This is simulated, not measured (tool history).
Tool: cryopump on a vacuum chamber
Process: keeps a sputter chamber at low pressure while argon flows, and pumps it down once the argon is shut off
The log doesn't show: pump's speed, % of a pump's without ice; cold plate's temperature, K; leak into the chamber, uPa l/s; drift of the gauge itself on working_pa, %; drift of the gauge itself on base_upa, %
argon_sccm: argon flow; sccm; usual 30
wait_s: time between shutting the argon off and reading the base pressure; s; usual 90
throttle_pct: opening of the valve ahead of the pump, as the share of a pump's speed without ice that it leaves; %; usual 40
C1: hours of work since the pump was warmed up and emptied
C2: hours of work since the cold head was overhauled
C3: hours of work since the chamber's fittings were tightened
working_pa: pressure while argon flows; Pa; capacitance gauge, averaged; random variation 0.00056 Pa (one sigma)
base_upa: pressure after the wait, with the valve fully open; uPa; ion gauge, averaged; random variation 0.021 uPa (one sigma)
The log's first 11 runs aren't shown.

Run 12, day 14.054: usual settings; C1 114; C2 425; C3 954. Result: working_pa 0.0692 Pa, base_upa 1.02 uPa.
Run 13, day 15.725: usual settings but throttle_pct 45 %; C1 133; C2 444; C3 973. Result: working_pa 0.0618 Pa, base_upa 1.03 uPa.
Run 14, day 17.392: usual settings but throttle_pct 45 %; C1 151; C2 462; C3 991. Result: working_pa 0.0630 Pa, base_upa 1.09 uPa.
Run 15, day 18.254: usual settings but throttle_pct 45 %; C1 161; C2 471; C3 1000. Result: working_pa 0.0642 Pa, base_upa 1.03 uPa.
Run 16, day 19.779: usual settings but throttle_pct 45 %; C1 177; C2 488; C3 1017. Result: working_pa 0.0633 Pa, base_upa 1.06 uPa.
At day 20.283: leaking fittings of the chamber tightened, without venting.
Run 17, day 20.817: usual settings but throttle_pct 16 %; C1 188; C2 499; C3 6. Result: working_pa 0.1695 Pa, base_upa 0.51 uPa.
Run 18, day 21.821: usual settings but throttle_pct 16 %; C1 199; C2 510; C3 17. Result: working_pa 0.1707 Pa, base_upa 0.55 uPa.
Run 19, day 22.921: usual settings but throttle_pct 16 %; C1 211; C2 522; C3 29. Result: working_pa 0.1704 Pa, base_upa 0.55 uPa.
Run 20, day 24.325: usual settings but argon_sccm 57 sccm, throttle_pct 39 %; C1 226; C2 537; C3 45. Result: working_pa 0.1424 Pa, base_upa 0.55 uPa.
Run 21, day 25.096: usual settings but argon_sccm 25 sccm, wait_s 172 s, throttle_pct 21 %; C1 235; C2 546; C3 53. Result: working_pa 0.1105 Pa, base_upa 0.44 uPa.
Run 22, day 26.225: usual settings but argon_sccm 25 sccm, wait_s 172 s, throttle_pct 21 %; C1 247; C2 558; C3 65. Result: working_pa 0.1105 Pa, base_upa 0.45 uPa.
Run 23, day 27.871: usual settings but argon_sccm 25 sccm, wait_s 172 s, throttle_pct 21 %; C1 265; C2 576; C3 84. Result: working_pa 0.1123 Pa, base_upa 0.45 uPa.
Run 24, day 28.925: usual settings but argon_sccm 25 sccm, wait_s 172 s, throttle_pct 21 %; C1 277; C2 588; C3 95. Result: working_pa 0.1135 Pa, base_upa 0.45 uPa.
Run 25, day 30.038: usual settings but wait_s 39 s, throttle_pct 53 %; C1 289; C2 600; C3 107. Result: working_pa 0.0607 Pa, base_upa 1.03 uPa.
Run 26, day 31.529: usual settings but argon_sccm 14 sccm, wait_s 75 s, throttle_pct 28 %; C1 306; C2 617; C3 124. Result: working_pa 0.0499 Pa, base_upa 0.69 uPa.
At day 32.204: pump warmed up, emptied and cooled again.
Run 27, day 33.258: usual settings but argon_sccm 53 sccm, wait_s 249 s; C1 12; C2 633; C3 141. Result: working_pa 0.1158 Pa, base_upa 0.32 uPa.
Run 28, day 34.179: usual settings but argon_sccm 53 sccm, wait_s 249 s; C1 22; C2 643; C3 151. Result: working_pa 0.1181 Pa, base_upa 0.36 uPa.
Run 29, day 35.400: usual settings but argon_sccm 53 sccm, wait_s 249 s; C1 35; C2 657; C3 164. Result: working_pa 0.1176 Pa, base_upa 0.34 uPa.
Run 30, day 36.858: usual settings but argon_sccm 53 sccm, wait_s 249 s; C1 51; C2 673; C3 180. Result: working_pa 0.1189 Pa, base_upa 0.37 uPa.
Run 31, day 38.588: usual settings but argon_sccm 32 sccm, wait_s 249 s, throttle_pct 16 %; C1 70; C2 692; C3 199. Result: working_pa 0.1762 Pa, base_upa 0.43 uPa.
Run 32, day 39.679: usual settings but argon_sccm 15 sccm, wait_s 39 s, throttle_pct 16 %; C1 82; C2 704; C3 211. Result: working_pa 0.0833 Pa, base_upa 1.05 uPa.
Run 33, day 41.158: usual settings but argon_sccm 15 sccm, wait_s 39 s, throttle_pct 16 %; C1 99; C2 720; C3 228. Result: working_pa 0.0832 Pa, base_upa 0.97 uPa.
Run 34, day 42.558: usual settings but argon_sccm 15 sccm, wait_s 39 s, throttle_pct 16 %; C1 114; C2 736; C3 243. Result: working_pa 0.0840 Pa, base_upa 1.04 uPa.
Run 35, day 44.154: usual settings but argon_sccm 12 sccm, wait_s 39 s, throttle_pct 16 %; C1 132; C2 753; C3 260. Result: working_pa 0.0667 Pa, base_upa 1.07 uPa.

Forecast each of these 3 alternatives for the next run:
Run A, day 45.412: usual settings but argon_sccm 20 sccm, wait_s 187 s, throttle_pct 19 %; C1 145; C2 767; C3 274. Result: working_pa ?, base_upa ?.
Run B, day 45.412: usual settings but argon_sccm 19 sccm, wait_s 121 s; C1 145; C2 767; C3 274. Result: working_pa ?, base_upa ?.
Run C, day 45.412: usual settings but argon_sccm 29 sccm, wait_s 32 s, throttle_pct 19 %; C1 145; C2 767; C3 274. Result: working_pa ?, base_upa ?.

run  working_pa  base_upa
  A      0.0955      0.50
  B      0.0440      0.59
  C      0.1394      1.27
Without the tool's hidden state the same runs would have given:
run  working_pa  base_upa
  A      0.0921      0.31
  B      0.0409      0.39
  C      0.1346      1.07
